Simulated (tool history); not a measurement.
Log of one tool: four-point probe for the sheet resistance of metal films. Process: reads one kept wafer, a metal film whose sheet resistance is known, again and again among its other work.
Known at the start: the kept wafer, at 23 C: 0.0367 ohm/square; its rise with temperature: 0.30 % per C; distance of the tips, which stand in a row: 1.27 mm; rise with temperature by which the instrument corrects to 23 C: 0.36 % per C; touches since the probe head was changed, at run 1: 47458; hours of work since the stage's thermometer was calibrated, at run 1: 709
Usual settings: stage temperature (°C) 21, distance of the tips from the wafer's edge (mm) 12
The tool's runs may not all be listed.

| run | day | stage temperature (°C) | distance of the tips from the wafer's edge (mm) | touches since the probe head was changed | hours of work since the stage's thermometer was calibrated | sheet resistance as the instrument gives it (ohm/square) |
|---|---|---|---|---|---|---|
| 1 | 0 | 21 | 12 | 47458 | 709 | 0.036969 |
| 2 | 1.054 | 21 | 12 | 48017 | 721 | 0.03698 |
| 3 | 2.6 | 21 | 12 | 48839 | 739 | 0.036959 |
| 4 | 4.15 | 21 | 12 | 49663 | 757 | 0.036959 |
| 5 | 5.921 | 21 | 12 | 50604 | 777 | 0.036975 |
| 6 | 7.742 | 21 | 12 | 51573 | 798 | 0.03695 |
| 7 | 8.825 | 21 | 33 | 52147 | 810 | 0.036758 |
| 8 | 9.671 | 21 | 13 | 52596 | 820 | 0.036921 |
| 9 | 11.062 | 21 | 13 | 53336 | 836 | 0.036937 |
| 10 | 12.9 | 21 | 12 | 54312 | 857 | 0.036961 |
| 11 | 14.375 | 21 | 12 | 55096 | 874 | 0.036961 |
| 12 | 15.804 | 21 | 12 | 55857 | 890 | 0.036976 |
| 13 | 17.662 | 21 | 12 | 56844 | 911 | 0.036967 |

Forecast run 14:
| 14 | 18.788 | 21 | 31 | 57442 | 924 | ? |

Run 14 gave sheet resistance as the instrument gives it (ohm/square) 0.036763.
Without the tool's hidden state the same run would have given sheet resistance as the instrument gives it (ohm/square) 0.036767.
